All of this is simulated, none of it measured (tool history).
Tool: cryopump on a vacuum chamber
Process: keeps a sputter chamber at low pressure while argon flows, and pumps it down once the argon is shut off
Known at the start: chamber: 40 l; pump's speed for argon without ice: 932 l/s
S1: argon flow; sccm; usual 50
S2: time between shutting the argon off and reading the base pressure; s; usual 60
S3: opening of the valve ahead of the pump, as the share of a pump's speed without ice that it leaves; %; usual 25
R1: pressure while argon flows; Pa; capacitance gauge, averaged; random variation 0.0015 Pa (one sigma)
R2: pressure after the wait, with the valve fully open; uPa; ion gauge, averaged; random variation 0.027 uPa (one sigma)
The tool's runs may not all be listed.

run	hour	S1	S2	S3	R1	R2
1	0	50	60	25	0.376	1.81
2	29	50	60	25	0.3766	1.71
3	53	50	26	25	0.3789	2.96
4	92.9	50	26	25	0.3812	2.96
5	122.6	50	26	25	0.3795	3.04
6	159.2	47	60	25	0.3595	1.77
7	179.6	47	60	25	0.361	1.82
8	209.5	47	60	25	0.3599	1.86
9	228.4	47	60	25	0.3588	1.84
# hour 250.4: pump warmed up, emptied and cooled again
10	262.7	50	60	25	0.3669	1.76
11	285.1	75	60	25	0.5453	1.65
12	323.5	67	62	19	0.6333	1.71
13	341.3	83	42	31	0.4869	2.16
14	381.1	26	42	55	0.0877	2.1
15	419.3	51	50	55	0.1723	1.95
16	440.6	26	49	29	0.164	1.89
17	467.5	26	49	50	0.0974	1.95
18	489.7	34	60	25	0.2511	1.72
19	527.7	64	24	19	0.6192	3.08
20	552.8	64	24	19	0.6202	3.1
21	577.9	42	60	25	0.3099	1.77
22	616.1	42	60	55	0.1442	1.77

Forecast each of these 4 alternatives for the next run:
A	642.6	48	60	25	?	?
B	642.6	95	27	41	?	?
C	642.6	71	93	25	?	?
D	642.6	27	88	54	?	?

run	R1	R2
A	0.3545	1.81
B	0.4319	2.88
C	0.5253	1.45
D	0.0948	1.5
Without the tool's hidden state the same runs would have given:
run	R1	R2
A	0.3479	1.25
B	0.4189	2.33
C	0.5156	0.9
D	0.0911	0.94
